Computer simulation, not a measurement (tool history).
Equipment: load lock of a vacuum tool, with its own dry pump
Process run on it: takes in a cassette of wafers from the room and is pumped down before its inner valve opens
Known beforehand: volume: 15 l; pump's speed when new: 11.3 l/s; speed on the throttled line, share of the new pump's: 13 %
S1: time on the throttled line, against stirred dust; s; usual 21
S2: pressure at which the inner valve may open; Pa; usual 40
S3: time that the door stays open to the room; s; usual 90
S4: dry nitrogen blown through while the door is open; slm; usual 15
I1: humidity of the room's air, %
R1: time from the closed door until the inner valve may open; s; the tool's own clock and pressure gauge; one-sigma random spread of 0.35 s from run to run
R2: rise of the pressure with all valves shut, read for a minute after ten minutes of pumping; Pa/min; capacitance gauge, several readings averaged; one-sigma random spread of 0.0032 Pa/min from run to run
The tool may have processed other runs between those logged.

| run | hour | S1 | S2 | S3 | S4 | I1 | R1 | R2 |
|---|---|---|---|---|---|---|---|---|
| 1 | 0.0 | 21 | 40 | 90 | 15 | 45.0 | 29.8 | 0.116 |
| 2 | 285.9 | 21 | 40 | 90 | 15 | 44.1 | 29.0 | 0.118 |
| 3 | 474.7 | 21 | 40 | 90 | 15 | 49.7 | 29.2 | 0.135 |
| 4 | 844.1 | 21 | 40 | 90 | 15 | 45.2 | 28.6 | 0.134 |
| 5 | 1075.7 | 21 | 40 | 90 | 22 | 44.6 | 29.4 | 0.118 |
| 6 | 1299.4 | 21 | 78 | 90 | 15 | 46.3 | 28.7 | 0.141 |
| 7 | 1622.2 | 21 | 78 | 90 | 15 | 47.1 | 28.2 | 0.154 |
| 8 | 1836.8 | 21 | 52 | 90 | 15 | 44.2 | 29.8 | 0.154 |
| 9 | 2140.6 | 21 | 40 | 90 | 15 | 45.3 | 29.6 | 0.160 |
| 10 | 2517.4 | 21 | 40 | 90 | 15 | 48.1 | 30.1 | 0.180 |
| 11 | 2700.3 | 21 | 40 | 90 | 15 | 41.4 | 29.9 | 0.177 |
| 12 | 2891.4 | 21 | 40 | 90 | 15 | 47.6 | 30.5 | 0.195 |
| 13 | 3116.5 | 21 | 40 | 90 | 15 | 46.7 | 29.7 | 0.203 |
| 14 | 3436.5 | 21 | 40 | 90 | 15 | 44.2 | 29.8 | 0.199 |
| 15 | 3794.8 | 10 | 69 | 168 | 8 | 44.6 | 19.7 | 0.283 |
| 16 | 4118.3 | 14 | 69 | 25 | 13 | 48.0 | 23.0 | 0.191 |
| 17 | 4399.4 | 38 | 58 | 40 | 4 | 44.4 | 44.1 | 0.231 |
| 18 | 4614.9 | 38 | 58 | 40 | 12 | 43.0 | 43.6 | 0.221 |
| 19 | 4847.9 | 38 | 58 | 40 | 12 | 45.5 | 44.0 | 0.236 |
| 20 | 5175.1 | 38 | 58 | 40 | 12 | 47.1 | 43.3 | 0.253 |
| 21 | 5341.5 | 16 | 58 | 123 | 7 | 45.7 | 25.4 | 0.341 |
| 22 | 5612.5 | 14 | 40 | 90 | 36 | 46.1 | 23.4 | 0.278 |
| 23 | 5814.4 | 21 | 41 | 81 | 15 | 45.9 | 29.9 | 0.319 |
| 24 | 6159.9 | 21 | 41 | 81 | 15 | 43.8 | 30.0 | 0.325 |
| 25 | 6365.5 | 21 | 41 | 81 | 15 | 46.4 | 30.0 | 0.335 |
| 26 | 6526.5 | 33 | 40 | 82 | 15 | 43.1 | 40.7 | 0.342 |
| 27 | 6804.9 | 11 | 62 | 82 | 15 | 46.0 | 20.2 | 0.356 |
| 28 | 7177.9 | 11 | 62 | 82 | 15 | 46.9 | 20.8 | 0.392 |

What if the next run were any one of these 4? Each begins from the tool's condition after run 28:
| A | 7549.4 | 27 | 40 | 90 | 6 | 44.0 | ? | ? |
| B | 7549.4 | 17 | 76 | 90 | 15 | 45.0 | ? | ? |
| C | 7549.4 | 17 | 39 | 90 | 9 | 47.1 | ? | ? |
| D | 7549.4 | 15 | 62 | 228 | 15 | 44.8 | ? | ? |

| run | R1 | R2 |
|---|---|---|
| A | 35.2 | 0.438 |
| B | 25.2 | 0.411 |
| C | 26.5 | 0.421 |
| D | 24.2 | 0.474 |
Take away the tool's hidden state, keep each run's random variation, and the runs would have read:
| run | R1 | R2 |
|---|---|---|
| A | 33.9 | 0.124 |
| B | 23.9 | 0.103 |
| C | 25.0 | 0.116 |
| D | 22.8 | 0.167 |
